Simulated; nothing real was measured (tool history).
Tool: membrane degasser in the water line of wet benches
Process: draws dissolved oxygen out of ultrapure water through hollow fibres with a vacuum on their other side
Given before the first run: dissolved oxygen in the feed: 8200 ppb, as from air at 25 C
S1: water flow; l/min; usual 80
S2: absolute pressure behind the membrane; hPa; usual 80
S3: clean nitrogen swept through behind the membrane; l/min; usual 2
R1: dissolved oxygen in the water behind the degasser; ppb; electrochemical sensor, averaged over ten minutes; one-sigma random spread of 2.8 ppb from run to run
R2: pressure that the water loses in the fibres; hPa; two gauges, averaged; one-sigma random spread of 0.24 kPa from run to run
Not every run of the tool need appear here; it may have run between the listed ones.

| run | hour | S1 | S2 | S3 | R1 | R2 |
|---|---|---|---|---|---|---|
| 1 | 0 | 80 | 80 | 2 | 410.4 | 606.6 |
| 2 | 182.3 | 80 | 80 | 2 | 415.4 | 606.9 |
| 3 | 313.5 | 80 | 80 | 2 | 413.2 | 612 |
| 4 | 458.8 | 80 | 135.4 | 2 | 810.3 | 607.4 |
| 5 | 627.5 | 80 | 80 | 5.27 | 207 | 609.2 |
| 6 | 848 | 80 | 80 | 5.27 | 208.1 | 611.2 |
| 7 | 1005.7 | 80 | 69.2 | 5.27 | 171.9 | 610.7 |
| 8 | 1184.8 | 80 | 69.2 | 5.27 | 170.4 | 615.9 |
| 9 | 1407.5 | 80 | 69.2 | 5.27 | 170.9 | 610.8 |
| 10 | 1615.3 | 80 | 80 | 2 | 415.5 | 612.5 |
| 11 | 1772.5 | 80 | 80 | 2 | 416.4 | 610.3 |
| 12 | 2000.3 | 80 | 80 | 2 | 405.9 | 616.3 |
|  | 2115 | vacuum gauge calibrated |
| 13 | 2121.5 | 80 | 80 | 2 | 411.8 | 618.7 |
| 14 | 2297.1 | 80 | 80 | 2 | 408.3 | 616.7 |
| 15 | 2474.3 | 80 | 80 | 2 | 409.4 | 618.6 |
|  | 2550.2 | seals of the vacuum lines changed |
| 16 | 2581.4 | 80 | 80 | 2 | 416 | 615.7 |
| 17 | 2763.5 | 80 | 80 | 2 | 415.7 | 614.2 |
| 18 | 2929.8 | 80 | 80 | 2 | 408.8 | 617.4 |
| 19 | 3070.8 | 80 | 80 | 0.93 | 678.4 | 615.6 |
| 20 | 3188.5 | 80 | 80 | 0.93 | 669.8 | 618.6 |
| 21 | 3386.2 | 123 | 80 | 2 | 636 | 947.7 |
| 22 | 3606.7 | 59 | 95.1 | 1.36 | 529.3 | 450.1 |
| 23 | 3830.4 | 76 | 49.5 | 2 | 168.4 | 586.5 |
| 24 | 4058.5 | 91 | 195.1 | 2 | 1328.5 | 705.3 |
| 25 | 4210.6 | 91 | 195.1 | 2 | 1303.1 | 705.2 |
| 26 | 4413.2 | 67 | 56.7 | 3.32 | 133.9 | 521.3 |
| 27 | 4572 | 114 | 85.7 | 1.85 | 669.3 | 887.4 |
| 28 | 4682.9 | 51 | 117.1 | 1.85 | 485.5 | 397.3 |
| 29 | 4820 | 56 | 117.1 | 2.9 | 362.8 | 433.8 |
| 30 | 4966.5 | 56 | 117.1 | 2.9 | 369.1 | 439.7 |
| 31 | 5115.5 | 72 | 62.6 | 1.7 | 281.7 | 564.6 |

Results per run with the tool's hidden condition removed, run-to-run variation unchanged:
Hidden state present: membrane still open, %; true pressure behind the membrane over the reading, kPa; air that leaks in behind the membrane, l/min; drift of the gauge itself on oxygen_ppb, %; drift of the gauge itself on loss_of_pressure_kpa, %.
| run | R2 |
|---|---|
| 1 | 606.5 |
| 2 | 606.2 |
| 3 | 610.9 |
| 4 | 605.8 |
| 5 | 607.1 |
| 6 | 608.4 |
| 7 | 607.4 |
| 8 | 612 |
| 9 | 606.2 |
| 10 | 607.3 |
| 11 | 604.6 |
| 12 | 609.9 |
| 13 | 611.9 |
| 14 | 609.3 |
| 15 | 610.7 |
| 16 | 607.4 |
| 17 | 605.3 |
| 18 | 608.1 |
| 19 | 605.8 |
| 20 | 608.4 |
| 21 | 931.1 |
| 22 | 441.6 |
| 23 | 574.9 |
| 24 | 690.6 |
| 25 | 690 |
| 26 | 509.6 |
| 27 | 866.6 |
| 28 | 387.7 |
| 29 | 423.1 |
| 30 | 428.5 |
| 31 | 549.9 |
R1 without the hidden state stays within 0.3 ppb of what was measured, in all runs.
